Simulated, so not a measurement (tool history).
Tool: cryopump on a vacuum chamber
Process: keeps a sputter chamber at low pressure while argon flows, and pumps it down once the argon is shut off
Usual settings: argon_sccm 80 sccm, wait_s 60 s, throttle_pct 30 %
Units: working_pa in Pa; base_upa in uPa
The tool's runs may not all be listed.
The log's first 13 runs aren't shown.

run 14 day=32.608 | argon_sccm=80 wait_s=60 throttle_pct=31 | working_pa=0.2344 base_upa=1.25
run 15 day=36.15 | argon_sccm=80 wait_s=60 throttle_pct=31 | working_pa=0.2376 base_upa=1.3
run 16 day=38.883 | argon_sccm=80 wait_s=60 throttle_pct=20 | working_pa=0.3528 base_upa=1.34
-- day=39.592 pump warmed up, emptied and cooled again
run 17 day=42.017 | argon_sccm=80 wait_s=60 throttle_pct=20 | working_pa=0.3252 base_upa=1.19
run 18 day=43.771 | argon_sccm=80 wait_s=60 throttle_pct=20 | working_pa=0.3271 base_upa=1.18
run 19 day=45.667 | argon_sccm=80 wait_s=52 throttle_pct=58 | working_pa=0.116 base_upa=1.35
run 20 day=49.246 | argon_sccm=39 wait_s=257 throttle_pct=29 | working_pa=0.1116 base_upa=0.76
run 21 day=52.862 | argon_sccm=80 wait_s=60 throttle_pct=30 | working_pa=0.2254 base_upa=1.37
run 22 day=55.329 | argon_sccm=80 wait_s=50 throttle_pct=22 | working_pa=0.3021 base_upa=1.58
run 23 day=57.767 | argon_sccm=80 wait_s=50 throttle_pct=24 | working_pa=0.2809 base_upa=1.59
run 24 day=61.158 | argon_sccm=103 wait_s=124 throttle_pct=41 | working_pa=0.2226 base_upa=1.13
run 25 day=64.638 | argon_sccm=34 wait_s=121 throttle_pct=27 | working_pa=0.1099 base_upa=1.27
run 26 day=66.404 | argon_sccm=81 wait_s=276 throttle_pct=19 | working_pa=0.3628 base_upa=1.03
run 27 day=69.038 | argon_sccm=81 wait_s=276 throttle_pct=19 | working_pa=0.3659 base_upa=1.13
run 28 day=70.683 | argon_sccm=80 wait_s=60 throttle_pct=36 | working_pa=0.202 base_upa=1.8
run 29 day=72.412 | argon_sccm=80 wait_s=60 throttle_pct=36 | working_pa=0.2048 base_upa=1.77
run 30 day=74.117 | argon_sccm=80 wait_s=60 throttle_pct=36 | working_pa=0.2048 base_upa=1.82

Run 31 comes next. What will it give?
run 31 day=76.496 | argon_sccm=80 wait_s=60 throttle_pct=20 | working_pa=? base_upa=?

Run 31 gave working_pa 0.3509 Pa, base_upa 1.94 uPa.
Without the tool's hidden state the same run would have given working_pa 0.3236 Pa, base_upa 0.92 uPa.
